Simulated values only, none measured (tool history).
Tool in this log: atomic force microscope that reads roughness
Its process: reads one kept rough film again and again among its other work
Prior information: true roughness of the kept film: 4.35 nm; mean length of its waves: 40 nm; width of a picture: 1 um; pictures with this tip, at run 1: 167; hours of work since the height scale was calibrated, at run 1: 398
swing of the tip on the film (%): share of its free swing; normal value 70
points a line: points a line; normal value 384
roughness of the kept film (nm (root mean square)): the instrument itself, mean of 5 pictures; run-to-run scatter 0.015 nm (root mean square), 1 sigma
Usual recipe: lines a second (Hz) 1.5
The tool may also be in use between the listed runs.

run,hour,lines a second (Hz),swing of the tip on the film (%),points a line,pictures with this tip,hours of work since the height scale was calibrated,roughness of the kept film (nm (root mean square))
1,0,1.5,70,384,167,398,3.583
2,22.3,1.5,70,384,222,416,3.599
3,67.3,1.5,70,384,332,452,3.583
# hour 83.8: new tip fitted
4,93.4,1.5,70,384,23,472,3.6
5,135.4,1.5,88,384,126,505,3.214
6,156.6,1.5,55,384,178,522,3.777
7,178.6,1.5,70,384,231,539,3.624
8,208.1,1.5,70,384,304,563,3.573
# hour 234.2: new tip fitted
9,234.2,1.5,70,384,0,583,3.611
10,261.6,1.5,70,529,67,604,3.599
11,293.8,1.5,70,384,146,630,3.601
12,339.4,1.5,70,384,257,666,3.587
13,365.3,1.5,70,384,321,686,3.578
# hour 386.2: new tip fitted
14,406.4,1.5,70,384,49,719,3.621
15,427.2,1.5,70,384,100,735,3.605
16,464.4,1.5,70,384,191,764,3.614
17,499.8,1.5,70,384,278,792,3.577
18,518.4,1.5,70,384,323,807,3.595
# hour 539.1: new tip fitted
19,556.2,1.5,70,384,42,837,3.63
20,576.6,1.5,70,384,92,853,3.617
21,610.6,1.5,70,384,175,880,3.617
22,648.6,1.5,70,384,268,910,3.603
# hour 689.8: new tip fitted
23,690.2,1.5,70,384,1,942,3.605
24,734.9,1.5,63,384,111,977,3.719
25,756.8,1.5,70,384,164,995,3.59
26,799,1.5,70,384,267,1028,3.587
27,827.1,1.46,65,753,336,1050,3.681
# hour 842.2: new tip fitted
28,854.9,3.49,70,560,31,1072,3.261
29,885.7,2.1,62,630,106,1096,3.653
30,917.8,2.25,62,709,185,1122,3.618
31,943.4,2.25,62,709,247,1142,3.611
32,965,2.25,62,709,300,1159,3.615
# hour 995.5: new tip fitted
33,1005.2,2.17,57,417,23,1190,3.714
34,1043,2.17,57,417,116,1220,3.718
35,1065.1,2.17,57,417,170,1238,3.696
36,1111.1,0.52,57,275,282,1274,3.823
# hour 1148.2: new tip fitted
37,1155.3,3.71,57,275,17,1309,3.571
38,1177.2,1.5,80,384,70,1326,3.399
39,1205.9,1.5,62,827,141,1349,3.714
40,1232.7,2.27,59,383,206,1370,3.69
41,1272.6,2.27,59,383,304,1401,3.641
42,1291.7,0.51,59,435,350,1416,3.862
# hour 1300.1: new tip fitted
43,1317.2,1.29,59,429,41,1436,3.745
44,1350.7,1.29,59,429,124,1463,3.766
45,1376,1.29,59,429,185,1483,3.777
46,1406.6,1.29,59,429,260,1507,3.748
47,1432.3,2.05,77,322,323,1527,3.336
# hour 1450.2: new tip fitted
48,1475.6,2.05,77,322,62,1561,3.337
49,1510.6,2.05,77,322,147,1589,3.359

Run 50 is up next; what results do you expect?
50,1532.8,0.63,66,391,201,1606,?

Run 50 yielded roughness of the kept film (nm (root mean square)) 3.783.
Without the tool's hidden state the same run would have given roughness of the kept film (nm (root mean square)) 3.789.

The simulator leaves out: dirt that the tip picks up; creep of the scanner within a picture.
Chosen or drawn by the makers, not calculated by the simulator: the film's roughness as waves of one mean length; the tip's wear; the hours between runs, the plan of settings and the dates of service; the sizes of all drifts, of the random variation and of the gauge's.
